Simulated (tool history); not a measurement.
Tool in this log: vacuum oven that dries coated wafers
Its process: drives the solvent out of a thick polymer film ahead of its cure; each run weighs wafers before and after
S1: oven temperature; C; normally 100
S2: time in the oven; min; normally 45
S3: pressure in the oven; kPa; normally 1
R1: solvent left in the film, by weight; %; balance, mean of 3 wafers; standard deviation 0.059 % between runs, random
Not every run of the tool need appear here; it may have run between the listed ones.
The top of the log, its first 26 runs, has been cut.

| run | day | S1 | S2 | S3 | R1 |
|---|---|---|---|---|---|
| 27 | 38.488 | 108 | 53 | 3.19 | 3.3 |
| 28 | 40.046 | 108 | 53 | 0.54 | 1.55 |
| 29 | 41.938 | 108 | 25 | 0.66 | 4.45 |
| 30 | 43.788 | 108 | 25 | 0.66 | 4.5 |
| 31 | 44.75 | 92 | 80 | 0.65 | 3.55 |
| 32 | 46.433 | 91 | 56 | 2.11 | 6.7 |
| 33 | 47.9 | 100 | 24 | 0.93 | 7.12 |
| 34 | 49.008 | 95 | 26 | 3.54 | 9.89 |
| 35 | 50.108 | 100 | 77 | 3.28 | 4.36 |
| 36 | 51.721 | 105 | 56 | 3.03 | 3.81 |
| 37 | 53.808 | 100 | 39 | 1 | 4.79 |
| 38 | 55.521 | 90 | 45 | 3.51 | 9.38 |

Forecast each of these 4 alternatives for the next run:
| A | 56.721 | 103 | 64 | 1.11 | ? |
| B | 56.721 | 94 | 67 | 1.59 | ? |
| C | 56.721 | 90 | 27 | 3.51 | ? |
| D | 56.721 | 101 | 23 | 1 | ? |

| run | R1 |
|---|---|
| A | 2.39 |
| B | 4.78 |
| C | 11.07 |
| D | 7.16 |
What these runs would have given with no unlogged condition in the tool:
| run | R1 |
|---|---|
| A | 1.9 |
| B | 4.08 |
| C | 10.47 |
| D | 6.6 |
